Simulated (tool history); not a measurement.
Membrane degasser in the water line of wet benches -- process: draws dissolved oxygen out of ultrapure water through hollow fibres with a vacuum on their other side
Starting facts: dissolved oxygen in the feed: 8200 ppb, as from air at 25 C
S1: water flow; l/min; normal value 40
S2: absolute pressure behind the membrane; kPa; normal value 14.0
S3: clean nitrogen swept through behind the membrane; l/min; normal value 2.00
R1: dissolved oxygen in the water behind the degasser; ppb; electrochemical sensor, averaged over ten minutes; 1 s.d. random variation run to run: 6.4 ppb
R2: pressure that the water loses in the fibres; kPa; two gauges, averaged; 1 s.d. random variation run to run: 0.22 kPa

run 1 hour=0.0 | S1=40 S2=14.0 S3=2.00 | R1=644.8 R2=54.73
run 2 hour=250.2 | S1=40 S2=14.0 S3=2.38 | R1=583.1 R2=54.92
-- hour=403.7 seals of the vacuum lines changed
run 3 hour=504.1 | S1=33 S2=14.0 S3=2.00 | R1=499.3 R2=45.34
run 4 hour=842.5 | S1=40 S2=14.0 S3=1.76 | R1=683.6 R2=54.74
run 5 hour=1180.5 | S1=41 S2=14.0 S3=2.00 | R1=664.7 R2=55.95
run 6 hour=1372.2 | S1=41 S2=14.0 S3=2.00 | R1=671.4 R2=56.43
run 7 hour=1591.4 | S1=41 S2=14.0 S3=2.00 | R1=664.8 R2=56.38
run 8 hour=1894.5 | S1=40 S2=14.0 S3=1.92 | R1=654.6 R2=54.86
run 9 hour=2231.6 | S1=40 S2=14.0 S3=1.92 | R1=661.6 R2=55.00
run 10 hour=2412.1 | S1=34 S2=14.0 S3=1.92 | R1=522.7 R2=46.87
run 11 hour=2725.8 | S1=40 S2=14.0 S3=2.00 | R1=637.6 R2=55.49
-- hour=2867.3 vacuum gauge calibrated
run 12 hour=2969.2 | S1=40 S2=14.0 S3=1.94 | R1=652.9 R2=55.57
run 13 hour=3114.5 | S1=40 S2=14.0 S3=1.94 | R1=657.3 R2=55.57
run 14 hour=3402.3 | S1=55 S2=14.7 S3=5.62 | R1=695.2 R2=76.09
run 15 hour=3625.7 | S1=41 S2=9.9 S3=2.22 | R1=485.2 R2=56.35
run 16 hour=3765.6 | S1=41 S2=9.9 S3=2.22 | R1=477.0 R2=56.93
run 17 hour=3931.1 | S1=30 S2=15.1 S3=2.00 | R1=473.2 R2=41.77
run 18 hour=4081.2 | S1=30 S2=15.1 S3=2.00 | R1=466.8 R2=41.58
run 19 hour=4367.1 | S1=63 S2=13.0 S3=0.99 | R1=1520.8 R2=87.84
run 20 hour=4548.0 | S1=63 S2=13.0 S3=1.93 | R1=1160.9 R2=87.52
run 21 hour=4878.0 | S1=63 S2=13.0 S3=1.93 | R1=1155.9 R2=87.49
run 22 hour=5136.8 | S1=63 S2=13.0 S3=1.93 | R1=1161.9 R2=87.41
run 23 hour=5437.5 | S1=62 S2=13.0 S3=1.93 | R1=1139.9 R2=86.18
run 24 hour=5639.8 | S1=50 S2=13.0 S3=1.26 | R1=1039.9 R2=69.65
-- hour=5879.8 vacuum gauge calibrated
run 25 hour=5879.8 | S1=50 S2=13.0 S3=1.26 | R1=1026.6 R2=69.69

Measured minus without-hidden-state, run by run (identical run-to-run variation in each term; gauge scatter may differ):
Unlogged tool condition in this case: membrane still open, %; true pressure behind the membrane over the reading, kPa; air that leaks in behind the membrane, l/min; drift of the gauge itself on oxygen_ppb, %; drift of the gauge itself on loss_of_pressure_kpa, %.
run=1 R2=+0.01
run=2 R2=+0.05
run=3 R2=+0.07
run=4 R2=+0.14
run=5 R2=+0.20
run=6 R2=+0.22
run=7 R2=+0.26
run=8 R2=+0.30
run=9 R2=+0.36
run=10 R2=+0.32
run=11 R2=+0.43
run=12 R2=+0.47
run=13 R2=+0.49
run=14 R2=+0.73
run=15 R2=+0.58
run=16 R2=+0.60
run=17 R2=+0.46
run=18 R2=+0.47
run=19 R2=+1.08
run=20 R2=+1.11
run=21 R2=+1.19
run=22 R2=+1.26
run=23 R2=+1.30
run=24 R2=+1.09
run=25 R2=+1.14
R1 without the hidden state stays within 0.7 ppb of what was measured, in all runs.

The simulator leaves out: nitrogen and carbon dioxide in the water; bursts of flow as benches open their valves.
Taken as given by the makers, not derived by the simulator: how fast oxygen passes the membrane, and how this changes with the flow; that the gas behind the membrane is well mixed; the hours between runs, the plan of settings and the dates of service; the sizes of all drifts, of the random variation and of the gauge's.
